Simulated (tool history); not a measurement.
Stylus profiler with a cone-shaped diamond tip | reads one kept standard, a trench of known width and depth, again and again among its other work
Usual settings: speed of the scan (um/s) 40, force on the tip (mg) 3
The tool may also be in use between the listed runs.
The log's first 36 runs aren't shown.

| run | hour | speed of the scan (um/s) | force on the tip (mg) | scans with this tip | hours of work since the height scale was calibrated | depth of the trench (angstrom) | width of the trench's floor (µm) |
|---|---|---|---|---|---|---|---|
| 37 | 1293.7 | 98 | 8.52 | 8711 | 1199 | 5107.2 | 16.89 |
| 38 | 1321.8 | 98 | 8.52 | 8870 | 1221 | 5109.3 | 16.85 |
| 39 | 1360.9 | 40 | 1.85 | 9092 | 1252 | 5042.6 | 16.87 |
| 40 | 1384.2 | 100 | 1.07 | 9224 | 1270 | 5032.4 | 16.39 |
| 41 | 1421.8 | 13 | 4.51 | 9437 | 1299 | 5071.8 | 16.97 |
| 42 | 1468.4 | 57 | 1.07 | 9702 | 1336 | 5031.9 | 16.73 |
| 43 | 1490.2 | 17 | 2.07 | 9826 | 1353 | 5045.7 | 16.92 |
| 44 | 1510.1 | 72 | 2.1 | 9938 | 1368 | 5048.7 | 16.73 |
| 45 | 1531 | 13 | 5.44 | 10057 | 1385 | 5085.9 | 17.01 |
| 46 | 1555.1 | 134 | 1.05 | 10194 | 1404 | 5031.5 | 16.13 |
| 47 | 1593.2 | 40 | 1.19 | 10410 | 1433 | 5036.6 | 16.77 |

3 ways to go on from here, each from the tool as it stands after run 47. What would each give?
| A | 1621.1 | 26 | 3 | 10568 | 1455 | ? | ? |
| B | 1621.1 | 55 | 2.43 | 10568 | 1455 | ? | ? |
| C | 1621.1 | 23 | 1.85 | 10568 | 1455 | ? | ? |

| run | depth of the trench (angstrom) | width of the trench's floor (µm) |
|---|---|---|
| A | 5059.9 | 16.87 |
| B | 5053.8 | 16.81 |
| C | 5045.5 | 16.94 |
Without the tool's hidden state the same runs would have given:
| run | depth of the trench (angstrom) | width of the trench's floor (µm) |
|---|---|---|
| A | 5050.8 | 17.22 |
| B | 5044.7 | 17.17 |
| C | 5036.5 | 17.29 |
